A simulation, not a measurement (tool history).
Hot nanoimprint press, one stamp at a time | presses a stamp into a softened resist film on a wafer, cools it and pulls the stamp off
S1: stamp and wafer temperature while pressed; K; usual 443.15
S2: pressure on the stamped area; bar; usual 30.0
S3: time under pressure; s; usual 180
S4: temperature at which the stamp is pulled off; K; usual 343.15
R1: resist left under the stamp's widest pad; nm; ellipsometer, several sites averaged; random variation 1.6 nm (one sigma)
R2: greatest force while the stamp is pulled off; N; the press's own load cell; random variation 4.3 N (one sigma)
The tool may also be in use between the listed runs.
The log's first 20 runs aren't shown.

| run | day | S1 | S2 | S3 | S4 | R1 | R2 |
|---|---|---|---|---|---|---|---|
| 21 | 23.238 | 443.15 | 30.0 | 173 | 338.15 | 259.4 | 222 |
| 22 | 24.354 | 443.15 | 30.0 | 173 | 338.15 | 262.1 | 217 |
| 23 | 25.046 | 443.15 | 30.0 | 173 | 338.15 | 267.8 | 217 |
| 24 | 25.950 | 449.15 | 18.9 | 100 | 343.15 | 293.2 | 209 |
| 25 | 27.000 | 439.15 | 25.2 | 180 | 342.15 | 332.5 | 212 |
|  | 28.183 | stamp cleaned and given a new release coat |
| 26 | 28.750 | 443.15 | 30.0 | 272 | 351.15 | 224.7 | 199 |
| 27 | 29.408 | 443.15 | 47.0 | 272 | 333.15 | 182.6 | 218 |
| 28 | 30.233 | 447.15 | 30.0 | 180 | 329.15 | 213.1 | 225 |
| 29 | 31.804 | 447.15 | 30.0 | 180 | 329.15 | 212.8 | 224 |
| 30 | 32.879 | 435.15 | 30.0 | 167 | 343.15 | 367.8 | 207 |

4 ways to go on from here, each from the tool as it stands after run 30. What would each give?
| A | 34.183 | 455.15 | 21.7 | 180 | 342.15 | ? | ? |
| B | 34.183 | 454.15 | 38.3 | 167 | 343.15 | ? | ? |
| C | 34.183 | 443.15 | 40.1 | 134 | 343.15 | ? | ? |
| D | 34.183 | 436.15 | 30.0 | 229 | 332.15 | ? | ? |

| run | R1 | R2 |
|---|---|---|
| A | 170.3 | 212 |
| B | 136.3 | 208 |
| C | 252.4 | 210 |
| D | 332.4 | 221 |
Without the tool's hidden state the same runs would have given:
| run | R1 | R2 |
|---|---|---|
| A | 170.5 | 212 |
| B | 136.5 | 208 |
| C | 252.7 | 209 |
| D | 332.8 | 221 |
